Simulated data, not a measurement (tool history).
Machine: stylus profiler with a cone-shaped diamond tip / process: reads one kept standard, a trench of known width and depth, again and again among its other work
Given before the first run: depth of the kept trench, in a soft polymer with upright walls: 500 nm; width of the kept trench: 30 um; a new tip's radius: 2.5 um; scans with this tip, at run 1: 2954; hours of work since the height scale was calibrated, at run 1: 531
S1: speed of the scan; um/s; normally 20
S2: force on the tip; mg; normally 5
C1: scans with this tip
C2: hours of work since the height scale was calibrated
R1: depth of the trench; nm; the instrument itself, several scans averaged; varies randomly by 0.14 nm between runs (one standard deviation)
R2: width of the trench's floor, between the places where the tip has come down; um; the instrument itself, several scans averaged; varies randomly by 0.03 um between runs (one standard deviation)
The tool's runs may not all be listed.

{"run": 1, "hour": 0.0, "S1": 20, "S2": 5, "C1": 2954, "C2": 531, "R1": 507.79, "R2": 26.98}
{"run": 2, "hour": 36.4, "S1": 20, "S2": 5, "C1": 3089, "C2": 555, "R1": 507.68, "R2": 26.97}
{"run": 3, "hour": 53.0, "S1": 20, "S2": 5, "C1": 3150, "C2": 566, "R1": 507.78, "R2": 26.92}
{"run": 4, "hour": 77.0, "S1": 7, "S2": 5, "C1": 3239, "C2": 582, "R1": 507.71, "R2": 27.02}
{"run": 5, "hour": 98.3, "S1": 20, "S2": 5, "C1": 3317, "C2": 596, "R1": 507.75, "R2": 26.91}
{"run": 6, "hour": 136.7, "S1": 20, "S2": 5, "C1": 3459, "C2": 622, "R1": 507.64, "R2": 26.98}
{"run": 7, "hour": 165.4, "S1": 20, "S2": 5, "C1": 3565, "C2": 641, "R1": 507.8, "R2": 26.96}
{"run": 8, "hour": 201.9, "S1": 20, "S2": 5, "C1": 3700, "C2": 665, "R1": 507.77, "R2": 26.98}
{"run": 9, "hour": 234.1, "S1": 20, "S2": 5, "C1": 3819, "C2": 686, "R1": 507.83, "R2": 26.96}
{"run": 10, "hour": 258.5, "S1": 20, "S2": 3.19, "C1": 3909, "C2": 702, "R1": 505.72, "R2": 27}
{"run": 11, "hour": 280.3, "S1": 17, "S2": 5, "C1": 3990, "C2": 717, "R1": 507.95, "R2": 26.9}
{"run": 12, "hour": 297.9, "S1": 17, "S2": 5, "C1": 4055, "C2": 729, "R1": 507.71, "R2": 26.99}
{"run": 13, "hour": 325.5, "S1": 17, "S2": 3.03, "C1": 4157, "C2": 747, "R1": 505.18, "R2": 26.9}
{"run": 14, "hour": 351.6, "S1": 20, "S2": 5, "C1": 4253, "C2": 764, "R1": 507.92, "R2": 26.96}
{"run": 15, "hour": 386.7, "S1": 20, "S2": 2.07, "C1": 4383, "C2": 788, "R1": 504.6, "R2": 26.93}
{"run": 16, "hour": 420.2, "S1": 20, "S2": 2.07, "C1": 4507, "C2": 810, "R1": 504.02, "R2": 26.97}
{"run": 17, "hour": 451.7, "S1": 24, "S2": 9.62, "C1": 4623, "C2": 831, "R1": 512.14, "R2": 26.94}
{"run": 18, "hour": 476.1, "S1": 24, "S2": 9.62, "C1": 4713, "C2": 847, "R1": 511.8, "R2": 26.95}
{"run": 19, "hour": 513.8, "S1": 24, "S2": 9.62, "C1": 4853, "C2": 872, "R1": 512.11, "R2": 27}
{"run": 20, "hour": 544.7, "S1": 29, "S2": 4.71, "C1": 4967, "C2": 892, "R1": 507.54, "R2": 26.97}
{"run": 21, "hour": 567.6, "S1": 53, "S2": 3.24, "C1": 5051, "C2": 908, "R1": 505.86, "R2": 26.87}
{"run": 22, "hour": 599.9, "S1": 20, "S2": 4.89, "C1": 5171, "C2": 929, "R1": 507.79, "R2": 26.99}
{"run": 23, "hour": 630.2, "S1": 20, "S2": 4.89, "C1": 5282, "C2": 949, "R1": 507.67, "R2": 26.91}
{"run": 24, "hour": 651.9, "S1": 14, "S2": 2.32, "C1": 5363, "C2": 964, "R1": 504.27, "R2": 26.97}
{"run": 25, "hour": 673.8, "S1": 45, "S2": 6.14, "C1": 5444, "C2": 978, "R1": 508.99, "R2": 26.9}
{"run": 26, "hour": 695.4, "S1": 16, "S2": 5.86, "C1": 5524, "C2": 992, "R1": 508.63, "R2": 26.98}
{"run": 27, "hour": 725.6, "S1": 27, "S2": 1.74, "C1": 5635, "C2": 1013, "R1": 503.77, "R2": 26.95}
{"run": 28, "hour": 742.7, "S1": 27, "S2": 1.74, "C1": 5698, "C2": 1024, "R1": 503.64, "R2": 26.91}
{"run": 29, "hour": 776.2, "S1": 29, "S2": 11.27, "C1": 5822, "C2": 1046, "R1": 513.39, "R2": 26.96}
{"run": 30, "hour": 808.0, "S1": 29, "S2": 11.27, "C1": 5939, "C2": 1067, "R1": 513.33, "R2": 26.93}
{"run": 31, "hour": 826.4, "S1": 41, "S2": 6.43, "C1": 6007, "C2": 1079, "R1": 509.44, "R2": 26.97}
{"run": 32, "hour": 856.4, "S1": 79, "S2": 4.38, "C1": 6118, "C2": 1099, "R1": 507.05, "R2": 26.86}

Here are 4 independent what-if runs from the current tool condition. What would each one return?
{"run": "A", "hour": 882.3, "S1": 15, "S2": 4.98, "C1": 6214, "C2": 1117, "R1": "?", "R2": "?"}
{"run": "B", "hour": 882.3, "S1": 19, "S2": 2.45, "C1": 6214, "C2": 1117, "R1": "?", "R2": "?"}
{"run": "C", "hour": 882.3, "S1": 14, "S2": 10.25, "C1": 6214, "C2": 1117, "R1": "?", "R2": "?"}
{"run": "D", "hour": 882.3, "S1": 10, "S2": 4.43, "C1": 6214, "C2": 1117, "R1": "?", "R2": "?"}

run=A R1=507.8 R2=26.97
run=B R1=504.95 R2=26.94
run=C R1=512.72 R2=26.99
run=D R1=506.99 R2=26.98
Without the tool's hidden state the same runs would have given:
run=A R1=507.84 R2=26.98
run=B R1=504.99 R2=26.95
run=C R1=512.77 R2=27
run=D R1=507.04 R2=27

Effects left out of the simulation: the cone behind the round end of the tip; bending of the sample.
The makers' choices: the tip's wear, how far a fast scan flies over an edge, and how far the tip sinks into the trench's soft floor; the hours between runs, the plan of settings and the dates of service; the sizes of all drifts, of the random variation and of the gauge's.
